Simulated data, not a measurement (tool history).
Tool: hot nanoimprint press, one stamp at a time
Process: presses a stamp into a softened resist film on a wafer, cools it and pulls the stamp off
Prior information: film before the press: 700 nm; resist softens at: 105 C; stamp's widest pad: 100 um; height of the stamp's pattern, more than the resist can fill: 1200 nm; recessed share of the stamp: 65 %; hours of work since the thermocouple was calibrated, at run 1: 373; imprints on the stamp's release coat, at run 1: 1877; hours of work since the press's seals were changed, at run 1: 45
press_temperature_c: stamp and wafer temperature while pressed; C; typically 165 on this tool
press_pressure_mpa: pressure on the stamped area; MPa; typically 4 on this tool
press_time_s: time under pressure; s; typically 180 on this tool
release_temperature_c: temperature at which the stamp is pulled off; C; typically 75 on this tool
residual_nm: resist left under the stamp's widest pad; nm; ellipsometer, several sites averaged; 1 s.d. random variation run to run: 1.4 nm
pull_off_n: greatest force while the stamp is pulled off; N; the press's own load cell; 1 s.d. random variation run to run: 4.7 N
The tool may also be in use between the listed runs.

run   hour  press_temperature_c  press_pressure_mpa  press_time_s  release_temperature_c  hours of work since the thermocouple was calibrated  imprints on the stamp's release coat  hours of work since the press's seals were changed  residual_nm  pull_off_n
  1      0                  165                   4           180                     75                                                  373                                  1877                                                  45        245.2         238
  2   15.3                  165                   4           180                     75                                                  380                                  1922                                                  52        242.7         238
      27.5  -- stamp cleaned and given a new release coat
  3     34                  165                   4           180                     75                                                  386                                    19                                                  58        248.3         223
  4   50.8                  165                   4           180                     75                                                  393                                    69                                                  65        243.5         227
  5     60                  165                   4           180                     75                                                  397                                    95                                                  69        247.9         234
  6   67.8                  165                   4           180                     75                                                  401                                   118                                                  73        246.5         221
  7   75.9                  165                   4           180                     75                                                  404                                   142                                                  76          244         233
  8     90                  165                3.58           180                     75                                                  411                                   183                                                  83        260.2         227
  9   98.6                  165                3.58           180                     75                                                  415                                   208                                                  87          259         241
 10    114                  165                3.58           180                     75                                                  422                                   253                                                  94        257.6         229
 11  126.5                  165                3.58           180                     75                                                  427                                   290                                                  99        255.6         229
 12  137.9                  165                5.25           180                     75                                                  432                                   323                                                 104        216.3         226
 13  151.8                  165                   4           180                     75                                                  439                                   364                                                 111        247.2         232
 14  159.3                  165                   4           103                     75                                                  442                                   386                                                 114          306         225
 15  169.1                  165                   4           180                     75                                                  446                                   414                                                 118        244.7         235
 16  178.9                  165                   4           180                     75                                                  451                                   443                                                 123        245.2         234
 17  195.3                  165                   4           180                     75                                                  458                                   491                                                 130        245.6         232
 18  204.6                  170                   4           180                     77                                                  462                                   518                                                 134        196.8         223
 19  214.6                  162                3.06           237                     81                                                  467                                   547                                                 139        282.9         212
 20  228.7                  162                3.06           237                     81                                                  473                                   589                                                 145        282.7         207
 21  245.2                  156                   4           180                     77                                                  481                                   637                                                 153        373.5         229
 22  257.3                  165                4.58           113                     72                                                  486                                   672                                                 158        278.8         236
 23  274.1                  174                   4           180                     75                                                  494                                   721                                                 166        165.5         232
 24  284.5                  158                4.82           180                     75                                                  499                                   752                                                 171          314         229
 25  299.8                  158                4.82           180                     75                                                  505                                   796                                                 177        312.7         232
 26  315.9                  165                   4           241                     75                                                  513                                   844                                                 185        216.8         238
 27  325.6                  165                   4           241                     75                                                  517                                   872                                                 189        217.5         232
     339.5  -- plate thermocouple calibrated
 28  346.7                  165                   4           241                     75                                                    3                                   925                                                 197        217.4         226
 29  356.9                  165                   4           241                     75                                                    8                                   955                                                 202        214.3         232

4 ways to go on from here, each from the tool as it stands after run 29. What would each give?
  A  374.6                  165                2.93           325                     75                                                   16                                  1006                                                 210            ?           ?
  B  374.6                  171                4.91           241                     77                                                   16                                  1006                                                 210            ?           ?
  C  374.6                  165                3.29           144                     75                                                   16                                  1006                                                 210            ?           ?
  D  374.6                  165                 2.7           186                     75                                                   16                                  1006                                                 210            ?           ?

run  residual_nm  pull_off_n
  A        219.8         227
  B          148         225
  C        295.1         233
  D        286.4         231
What these runs would have given with no unlogged condition in the tool:
run  residual_nm  pull_off_n
  A        219.8         225
  B        147.9         223
  C        295.1         231
  D        286.4         229
